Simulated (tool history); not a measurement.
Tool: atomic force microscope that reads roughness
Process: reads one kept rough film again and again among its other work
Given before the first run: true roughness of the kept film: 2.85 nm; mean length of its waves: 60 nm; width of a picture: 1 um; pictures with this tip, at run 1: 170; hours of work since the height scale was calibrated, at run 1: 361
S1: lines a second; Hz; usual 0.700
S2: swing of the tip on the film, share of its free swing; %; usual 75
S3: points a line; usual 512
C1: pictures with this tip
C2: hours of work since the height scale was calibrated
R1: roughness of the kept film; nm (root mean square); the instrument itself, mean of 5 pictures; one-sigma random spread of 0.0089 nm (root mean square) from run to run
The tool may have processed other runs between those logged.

run 1 hour=0.0 | S1=0.700 S2=75 S3=512 | C1=170 C2=361 | R1=2.559
run 2 hour=38.3 | S1=1.628 S2=75 S3=512 | C1=221 C2=377 | R1=2.367
-- hour=78.2 new tip fitted
run 3 hour=119.9 | S1=0.549 S2=75 S3=512 | C1=56 C2=412 | R1=2.644
run 4 hour=172.0 | S1=0.700 S2=75 S3=859 | C1=126 C2=435 | R1=2.578
run 5 hour=241.8 | S1=0.700 S2=75 S3=512 | C1=219 C2=465 | R1=2.541
-- hour=282.0 new tip fitted
run 6 hour=302.1 | S1=0.700 S2=75 S3=512 | C1=27 C2=491 | R1=2.624
run 7 hour=380.8 | S1=0.700 S2=75 S3=512 | C1=133 C2=525 | R1=2.580
run 8 hour=447.6 | S1=0.700 S2=75 S3=512 | C1=222 C2=554 | R1=2.542
-- hour=486.1 new tip fitted
run 9 hour=532.5 | S1=0.700 S2=75 S3=512 | C1=62 C2=590 | R1=2.610
run 10 hour=585.4 | S1=0.700 S2=75 S3=512 | C1=133 C2=613 | R1=2.576
run 11 hour=660.2 | S1=0.700 S2=75 S3=512 | C1=234 C2=646 | R1=2.540
-- hour=689.8 new tip fitted
run 12 hour=736.5 | S1=0.700 S2=75 S3=512 | C1=62 C2=678 | R1=2.600
run 13 hour=783.9 | S1=0.580 S2=59 S3=597 | C1=126 C2=699 | R1=2.657
run 14 hour=837.6 | S1=0.580 S2=59 S3=597 | C1=198 C2=722 | R1=2.618
-- hour=899.1 new tip fitted
run 15 hour=915.1 | S1=0.580 S2=59 S3=597 | C1=22 C2=755 | R1=2.723
run 16 hour=960.6 | S1=0.700 S2=70 S3=512 | C1=83 C2=775 | R1=2.623
run 17 hour=1017.1 | S1=2.385 S2=63 S3=873 | C1=159 C2=800 | R1=2.460
run 18 hour=1080.9 | S1=2.385 S2=63 S3=873 | C1=244 C2=827 | R1=2.422
-- hour=1107.7 new tip fitted
run 19 hour=1130.0 | S1=0.929 S2=63 S3=453 | C1=30 C2=848 | R1=2.666
run 20 hour=1196.9 | S1=0.700 S2=75 S3=372 | C1=120 C2=877 | R1=2.574
run 21 hour=1239.3 | S1=0.700 S2=66 S3=499 | C1=177 C2=895 | R1=2.597
run 22 hour=1285.1 | S1=2.415 S2=55 S3=856 | C1=238 C2=915 | R1=2.513
-- hour=1313.0 new tip fitted
run 23 hour=1331.7 | S1=1.577 S2=62 S3=383 | C1=25 C2=935 | R1=2.603

How the hidden state differs across the entries between the runs, from the last listed run before each to the first after it:
Run 2 -> run 3: new tip fitted (hour 78.2)
  radius of the tip, nm: 19.8 -> 8.2; height scale over the true one, %: -0.42 -> -0.45
  measured value less the no-hidden-state value, R1: -0.119 -> -0.038 nm (root mean square)
Run 5 -> run 6: new tip fitted (hour 282.0)
  radius of the tip, nm: 18.9 -> 6.9; height scale over the true one, %: -0.51 -> -0.54
  measured value less the no-hidden-state value, R1: -0.123 -> -0.030 nm (root mean square)
Run 8 -> run 9: new tip fitted (hour 486.1)
  radius of the tip, nm: 18.9 -> 8.7; height scale over the true one, %: -0.59 -> -0.63
  measured value less the no-hidden-state value, R1: -0.124 -> -0.047 nm (root mean square)
Run 11 -> run 12: new tip fitted (hour 689.8)
  radius of the tip, nm: 19.5 -> 9.3; height scale over the true one, %: -0.69 -> -0.72
  measured value less the no-hidden-state value, R1: -0.131 -> -0.054 nm (root mean square)
Run 14 -> run 15: new tip fitted (hour 899.1)
  radius of the tip, nm: 17.7 -> 6.6; height scale over the true one, %: -0.76 -> -0.79
  measured value less the no-hidden-state value, R1: -0.123 -> -0.035 nm (root mean square)
Run 18 -> run 19: new tip fitted (hour 1107.7)
  radius of the tip, nm: 22 -> 7.2; height scale over the true one, %: -0.86 -> -0.88
  measured value less the no-hidden-state value, R1: -0.148 -> -0.043 nm (root mean square)
Run 22 -> run 23: new tip fitted (hour 1313.0)
  radius of the tip, nm: 20.7 -> 6.9; height scale over the true one, %: -0.95 -> -0.97
  measured value less the no-hidden-state value, R1: -0.147 -> -0.040 nm (root mean square)

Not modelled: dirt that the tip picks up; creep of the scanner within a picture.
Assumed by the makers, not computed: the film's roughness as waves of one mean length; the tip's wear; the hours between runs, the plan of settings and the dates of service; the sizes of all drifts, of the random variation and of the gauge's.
